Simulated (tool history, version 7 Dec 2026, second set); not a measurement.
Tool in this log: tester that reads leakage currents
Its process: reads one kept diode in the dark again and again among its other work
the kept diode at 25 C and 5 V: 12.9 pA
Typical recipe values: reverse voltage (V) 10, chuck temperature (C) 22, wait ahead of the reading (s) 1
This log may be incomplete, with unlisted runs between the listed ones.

run   hour  reverse voltage (V)  chuck temperature (C)  wait ahead of the reading (s)  current that the tester gives (pA)
  1      0                   10                     22                              1                               16.56
  2   56.6                   10                     22                              1                               16.73
  3  128.6                   10                     22                              1                               16.73
  4  221.6                   10                     22                              1                               16.73
  5  293.2                   10                     22                              1                               16.86
  6  375.6                  1.7                     22                              1                                6.17
  7  426.5                   10                     36                              1                               49.97

Expected results for the next run?
  8  494.5                   10                     36                              1                                   ?

{"run 8": {"current that the tester gives (pA)": 50.35}}
If the tool had no hidden condition, the same run with the same run-to-run variation would have returned current that the tester gives (pA) 50.37.
